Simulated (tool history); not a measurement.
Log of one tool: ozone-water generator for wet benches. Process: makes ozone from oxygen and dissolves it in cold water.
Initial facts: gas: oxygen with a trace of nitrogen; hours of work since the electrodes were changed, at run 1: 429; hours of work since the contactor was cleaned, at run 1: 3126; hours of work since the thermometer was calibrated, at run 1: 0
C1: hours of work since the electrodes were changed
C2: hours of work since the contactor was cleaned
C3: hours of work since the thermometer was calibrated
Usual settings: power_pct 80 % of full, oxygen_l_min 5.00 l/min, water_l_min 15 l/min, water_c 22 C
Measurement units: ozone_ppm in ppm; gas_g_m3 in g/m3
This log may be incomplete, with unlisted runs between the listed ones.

run 1 day=0.000 | power_pct=80 oxygen_l_min=5.00 water_l_min=15 water_c=22 | C1=429 C2=3126 C3=0 | ozone_ppm=35.9 gas_g_m3=282.0
run 2 day=1.329 | power_pct=80 oxygen_l_min=5.00 water_l_min=15 water_c=22 | C1=451 C2=3148 C3=22 | ozone_ppm=36.0 gas_g_m3=278.0
run 3 day=2.454 | power_pct=80 oxygen_l_min=5.00 water_l_min=9 water_c=22 | C1=470 C2=3167 C3=41 | ozone_ppm=48.6 gas_g_m3=281.5
run 4 day=3.850 | power_pct=80 oxygen_l_min=5.00 water_l_min=9 water_c=22 | C1=494 C2=3191 C3=65 | ozone_ppm=48.4 gas_g_m3=281.6
run 5 day=4.917 | power_pct=41 oxygen_l_min=5.00 water_l_min=9 water_c=22 | C1=512 C2=3209 C3=83 | ozone_ppm=26.5 gas_g_m3=153.4
run 6 day=6.350 | power_pct=80 oxygen_l_min=5.00 water_l_min=15 water_c=17 | C1=536 C2=3233 C3=107 | ozone_ppm=39.4 gas_g_m3=281.1
run 7 day=7.054 | power_pct=80 oxygen_l_min=5.00 water_l_min=9 water_c=22 | C1=547 C2=3244 C3=118 | ozone_ppm=48.4 gas_g_m3=282.2
run 8 day=7.921 | power_pct=80 oxygen_l_min=2.67 water_l_min=9 water_c=22 | C1=562 C2=3259 C3=133 | ozone_ppm=52.8 gas_g_m3=400.1
run 9 day=8.729 | power_pct=80 oxygen_l_min=2.67 water_l_min=9 water_c=22 | C1=576 C2=3273 C3=147 | ozone_ppm=53.4 gas_g_m3=395.0
run 10 day=10.138 | power_pct=80 oxygen_l_min=5.00 water_l_min=9 water_c=22 | C1=599 C2=3296 C3=170 | ozone_ppm=48.2 gas_g_m3=281.2
run 11 day=11.417 | power_pct=80 oxygen_l_min=5.00 water_l_min=9 water_c=22 | C1=621 C2=3318 C3=192 | ozone_ppm=48.1 gas_g_m3=279.9
run 12 day=12.633 | power_pct=80 oxygen_l_min=5.00 water_l_min=9 water_c=22 | C1=641 C2=3338 C3=212 | ozone_ppm=48.8 gas_g_m3=277.9
run 13 day=13.346 | power_pct=96 oxygen_l_min=5.00 water_l_min=15 water_c=22 | C1=653 C2=3350 C3=224 | ozone_ppm=41.9 gas_g_m3=330.0
run 14 day=13.992 | power_pct=96 oxygen_l_min=5.00 water_l_min=15 water_c=22 | C1=664 C2=3361 C3=235 | ozone_ppm=41.6 gas_g_m3=331.2
run 15 day=14.783 | power_pct=96 oxygen_l_min=5.00 water_l_min=15 water_c=22 | C1=677 C2=3374 C3=248 | ozone_ppm=42.1 gas_g_m3=331.2
run 16 day=15.542 | power_pct=96 oxygen_l_min=7.19 water_l_min=15 water_c=22 | C1=690 C2=3387 C3=261 | ozone_ppm=40.5 gas_g_m3=271.1
run 17 day=16.296 | power_pct=80 oxygen_l_min=5.00 water_l_min=17 water_c=22 | C1=703 C2=3400 C3=274 | ozone_ppm=32.4 gas_g_m3=281.4
run 18 day=17.658 | power_pct=76 oxygen_l_min=4.23 water_l_min=20 water_c=22 | C1=726 C2=3423 C3=297 | ozone_ppm=27.4 gas_g_m3=295.5
run 19 day=18.700 | power_pct=76 oxygen_l_min=5.52 water_l_min=20 water_c=17 | C1=743 C2=3440 C3=314 | ozone_ppm=29.8 gas_g_m3=253.4
run 20 day=19.692 | power_pct=43 oxygen_l_min=4.76 water_l_min=13 water_c=17 | C1=760 C2=3457 C3=331 | ozone_ppm=24.7 gas_g_m3=163.0
run 21 day=20.558 | power_pct=47 oxygen_l_min=5.00 water_l_min=15 water_c=14 | C1=774 C2=3471 C3=345 | ozone_ppm=25.4 gas_g_m3=174.9
-- day=20.792 contactor cleaned
run 22 day=21.646 | power_pct=47 oxygen_l_min=4.61 water_l_min=15 water_c=14 | C1=790 C2=14 C3=361 | ozone_ppm=25.0 gas_g_m3=180.8
run 23 day=22.438 | power_pct=80 oxygen_l_min=4.85 water_l_min=19 water_c=14 | C1=803 C2=28 C3=374 | ozone_ppm=33.5 gas_g_m3=283.7
run 24 day=23.742 | power_pct=80 oxygen_l_min=4.85 water_l_min=19 water_c=14 | C1=825 C2=50 C3=396 | ozone_ppm=33.0 gas_g_m3=282.0
-- day=24.754 contactor cleaned, once more
run 25 day=25.046 | power_pct=80 oxygen_l_min=4.85 water_l_min=19 water_c=14 | C1=844 C2=5 C3=415 | ozone_ppm=34.2 gas_g_m3=283.0
run 26 day=26.354 | power_pct=80 oxygen_l_min=8.92 water_l_min=19 water_c=14 | C1=866 C2=27 C3=437 | ozone_ppm=33.5 gas_g_m3=205.5
run 27 day=27.250 | power_pct=85 oxygen_l_min=8.92 water_l_min=13 water_c=14 | C1=881 C2=42 C3=452 | ozone_ppm=44.9 gas_g_m3=213.3
run 28 day=28.529 | power_pct=80 oxygen_l_min=5.00 water_l_min=15 water_c=14 | C1=903 C2=63 C3=474 | ozone_ppm=41.1 gas_g_m3=277.7
run 29 day=29.633 | power_pct=84 oxygen_l_min=5.00 water_l_min=20 water_c=22 | C1=921 C2=82 C3=492 | ozone_ppm=30.4 gas_g_m3=291.2
run 30 day=30.371 | power_pct=80 oxygen_l_min=5.00 water_l_min=17 water_c=22 | C1=934 C2=94 C3=505 | ozone_ppm=33.5 gas_g_m3=278.2
run 31 day=31.808 | power_pct=80 oxygen_l_min=6.39 water_l_min=15 water_c=26 | C1=958 C2=119 C3=529 | ozone_ppm=32.7 gas_g_m3=244.2
run 32 day=33.254 | power_pct=72 oxygen_l_min=4.24 water_l_min=11 water_c=29 | C1=982 C2=143 C3=553 | ozone_ppm=35.4 gas_g_m3=275.5
run 33 day=34.288 | power_pct=50 oxygen_l_min=3.84 water_l_min=9 water_c=23 | C1=999 C2=160 C3=570 | ozone_ppm=32.7 gas_g_m3=212.7

Below are 4 alternative next runs, each starting from the tool's condition after run 33. Predict each:
run A day=35.221 | power_pct=50 oxygen_l_min=3.84 water_l_min=9 water_c=22 | C1=1015 C2=176 C3=586 | ozone_ppm=? gas_g_m3=?
run B day=35.221 | power_pct=80 oxygen_l_min=5.00 water_l_min=10 water_c=27 | C1=1015 C2=176 C3=586 | ozone_ppm=? gas_g_m3=?
run C day=35.221 | power_pct=50 oxygen_l_min=6.96 water_l_min=20 water_c=23 | C1=1015 C2=176 C3=586 | ozone_ppm=? gas_g_m3=?
run D day=35.221 | power_pct=53 oxygen_l_min=6.05 water_l_min=15 water_c=18 | C1=1015 C2=176 C3=586 | ozone_ppm=? gas_g_m3=?

run=A ozone_ppm=33.3 gas_g_m3=210.5
run=B ozone_ppm=41.5 gas_g_m3=279.1
run=C ozone_ppm=18.6 gas_g_m3=152.3
run=D ozone_ppm=26.4 gas_g_m3=173.1
With no hidden state in the tool, these same runs would have given:
run=A ozone_ppm=34.2 gas_g_m3=215.9
run=B ozone_ppm=43.4 gas_g_m3=290.8
run=C ozone_ppm=19.1 gas_g_m3=156.2
run=D ozone_ppm=27.2 gas_g_m3=177.8

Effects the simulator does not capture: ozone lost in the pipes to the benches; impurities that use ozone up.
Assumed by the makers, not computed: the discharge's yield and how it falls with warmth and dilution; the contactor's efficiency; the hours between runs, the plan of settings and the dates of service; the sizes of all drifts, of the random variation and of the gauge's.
